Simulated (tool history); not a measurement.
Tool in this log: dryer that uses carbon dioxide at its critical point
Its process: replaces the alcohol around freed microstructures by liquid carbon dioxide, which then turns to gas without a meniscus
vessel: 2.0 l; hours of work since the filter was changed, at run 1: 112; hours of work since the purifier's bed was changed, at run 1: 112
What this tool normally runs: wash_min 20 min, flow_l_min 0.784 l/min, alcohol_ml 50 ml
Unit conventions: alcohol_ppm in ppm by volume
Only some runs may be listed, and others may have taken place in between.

run,day,wash_min,flow_l_min,alcohol_ml,hours of work since the filter was changed,hours of work since the purifier's bed was changed,alcohol_ppm
1,0.000,20,0.784,50,112,112,80
2,0.767,20,0.784,50,127,127,83
3,1.779,20,0.784,30,146,146,84
4,2.388,20,0.784,30,158,158,86
5,3.192,20,0.784,50,173,173,98
6,4.250,20,0.764,50,194,194,125
7,5.246,20,0.764,50,213,213,129
8,5.921,20,0.764,50,225,225,129
9,6.996,20,0.764,50,246,246,137
10,7.862,20,0.764,50,262,262,146
11,8.583,20,0.764,53,276,276,166
12,9.325,20,0.764,53,290,290,169
# day 9.871: inlet filter changed
13,10.375,20,0.784,50,10,310,144
14,10.958,20,0.784,50,21,321,145
15,11.696,20,0.784,50,35,335,160
16,12.200,20,0.784,50,44,344,162
17,13.225,20,0.784,50,64,364,159
18,13.800,20,0.784,50,75,375,176
19,14.396,20,0.784,50,86,386,176
20,15.458,20,0.784,50,107,407,188
21,16.404,20,0.784,50,125,425,184
22,17.142,20,0.784,50,139,439,199
23,17.971,31,0.784,50,155,455,177

For run 24, what comes out?
24,18.879,31,0.784,50,172,472,?

For run 24 the tool returned alcohol_ppm 184 ppm by volume.
Without the tool's hidden state the same run would have given alcohol_ppm 7 ppm by volume.
